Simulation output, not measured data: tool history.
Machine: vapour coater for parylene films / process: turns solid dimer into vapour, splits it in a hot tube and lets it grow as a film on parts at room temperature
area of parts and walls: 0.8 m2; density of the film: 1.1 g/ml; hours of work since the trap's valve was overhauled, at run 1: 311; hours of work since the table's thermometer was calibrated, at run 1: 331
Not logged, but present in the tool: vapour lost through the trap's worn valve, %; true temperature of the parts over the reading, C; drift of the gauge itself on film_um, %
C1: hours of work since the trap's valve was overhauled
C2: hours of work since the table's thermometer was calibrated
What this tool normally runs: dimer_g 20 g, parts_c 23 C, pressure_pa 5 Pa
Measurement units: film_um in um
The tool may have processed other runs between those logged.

Run 1, day 0: usual settings; C1 311; C2 331. Result: film_um 15.19 um.
Run 2, day 0.796: usual settings; C1 325; C2 345. Result: film_um 15.34 um.
Run 3, day 1.462: usual settings; C1 336; C2 356. Result: film_um 15.27 um.
Run 4, day 1.825: usual settings; C1 342; C2 362. Result: film_um 15.25 um.
Run 5, day 2.342: usual settings; C1 351; C2 371. Result: film_um 15.16 um.
At day 2.562: trap's valve overhauled.
Run 6, day 2.979: usual settings; C1 7; C2 379. Result: film_um 14.42 um.
Run 7, day 3.45: usual settings but pressure_pa 5.21 Pa; C1 15; C2 387. Result: film_um 14.38 um.
Run 8, day 3.796: usual settings but dimer_g 34 g, parts_c 18 C; C1 21; C2 393. Result: film_um 29.24 um.
Run 9, day 4.362: usual settings but dimer_g 17 g; C1 31; C2 402. Result: film_um 12.11 um.
Run 10, day 4.754: usual settings but dimer_g 17 g; C1 37; C2 409. Result: film_um 12.07 um.
Run 11, day 5.238: usual settings but dimer_g 17 g, pressure_pa 3.86 Pa; C1 45; C2 417. Result: film_um 12.29 um.

Below are 5 alternative next runs, each starting from the tool's condition after run 11. Predict each:
Run A, day 5.958: usual settings but dimer_g 18 g, parts_c 17 C, pressure_pa 3.86 Pa; C1 58; C2 430. Result: film_um ?.
Run B, day 5.958: usual settings but dimer_g 9 g, parts_c 32 C, pressure_pa 3.29 Pa; C1 58; C2 430. Result: film_um ?.
Run C, day 5.958: usual settings but dimer_g 29 g, pressure_pa 2.64 Pa; C1 58; C2 430. Result: film_um ?.
Run D, day 5.958: usual settings but dimer_g 31 g, parts_c 21 C; C1 58; C2 430. Result: film_um ?.
Run E, day 5.958: usual settings but dimer_g 10 g, parts_c 17 C, pressure_pa 7.65 Pa; C1 58; C2 430. Result: film_um ?.

run  film_um
  A     16.4
  B     4.75
  C    22.63
  D    23.27
  E      8.2
Had the tool no hidden state, the same runs would have come out as:
run  film_um
  A    19.98
  B     5.79
  C    27.56
  D    28.34
  E     9.98
